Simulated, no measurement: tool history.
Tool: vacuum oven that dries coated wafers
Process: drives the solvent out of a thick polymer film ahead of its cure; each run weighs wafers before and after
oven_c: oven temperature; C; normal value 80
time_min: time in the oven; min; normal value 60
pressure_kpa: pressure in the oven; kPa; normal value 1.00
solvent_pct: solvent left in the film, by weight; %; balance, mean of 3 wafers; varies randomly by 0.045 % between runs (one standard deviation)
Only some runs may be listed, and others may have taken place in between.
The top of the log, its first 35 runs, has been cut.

{"run": 36, "hour": 446.4, "oven_c": 71, "time_min": 38, "pressure_kpa": 1.57, "solvent_pct": 7.2}
{"run": 37, "hour": 457.4, "oven_c": 71, "time_min": 38, "pressure_kpa": 1.57, "solvent_pct": 7.32}
{"run": 38, "hour": 473.6, "oven_c": 71, "time_min": 38, "pressure_kpa": 1.57, "solvent_pct": 7.26}
{"run": 39, "hour": 487.1, "oven_c": 85, "time_min": 38, "pressure_kpa": 0.52, "solvent_pct": 2.52}
{"hour": 494.3, "done": "oven's thermocouples calibrated"}
{"run": 40, "hour": 502.1, "oven_c": 85, "time_min": 38, "pressure_kpa": 0.52, "solvent_pct": 2.11}
{"run": 41, "hour": 513.2, "oven_c": 82, "time_min": 57, "pressure_kpa": 1.39, "solvent_pct": 1.95}
{"run": 42, "hour": 528.1, "oven_c": 80, "time_min": 106, "pressure_kpa": 0.62, "solvent_pct": 0.73}
{"run": 43, "hour": 539.8, "oven_c": 80, "time_min": 49, "pressure_kpa": 0.62, "solvent_pct": 2.32}
{"run": 44, "hour": 547.5, "oven_c": 68, "time_min": 30, "pressure_kpa": 1.0, "solvent_pct": 8.04}
{"run": 45, "hour": 562.8, "oven_c": 68, "time_min": 30, "pressure_kpa": 1.0, "solvent_pct": 8.14}
{"run": 46, "hour": 575.7, "oven_c": 68, "time_min": 30, "pressure_kpa": 1.0, "solvent_pct": 8.14}

Each row is a separate what-if for the run after 46, all from the same tool condition, not one after another. Results?
{"run": "A", "hour": 583.1, "oven_c": 80, "time_min": 55, "pressure_kpa": 1.0, "solvent_pct": "?"}
{"run": "B", "hour": 583.1, "oven_c": 68, "time_min": 30, "pressure_kpa": 1.0, "solvent_pct": "?"}
{"run": "C", "hour": 583.1, "oven_c": 68, "time_min": 40, "pressure_kpa": 0.9, "solvent_pct": "?"}
{"run": "D", "hour": 583.1, "oven_c": 92, "time_min": 60, "pressure_kpa": 0.92, "solvent_pct": "?"}
{"run": "E", "hour": 583.1, "oven_c": 86, "time_min": 44, "pressure_kpa": 0.51, "solvent_pct": "?"}

run=A solvent_pct=2.23
run=B solvent_pct=8.09
run=C solvent_pct=6.98
run=D solvent_pct=0.61
run=E solvent_pct=1.44
With no hidden state in the tool, these same runs would have given:
run=A solvent_pct=1.97
run=B solvent_pct=7.77
run=C solvent_pct=6.63
run=D solvent_pct=0.52
run=E solvent_pct=1.24

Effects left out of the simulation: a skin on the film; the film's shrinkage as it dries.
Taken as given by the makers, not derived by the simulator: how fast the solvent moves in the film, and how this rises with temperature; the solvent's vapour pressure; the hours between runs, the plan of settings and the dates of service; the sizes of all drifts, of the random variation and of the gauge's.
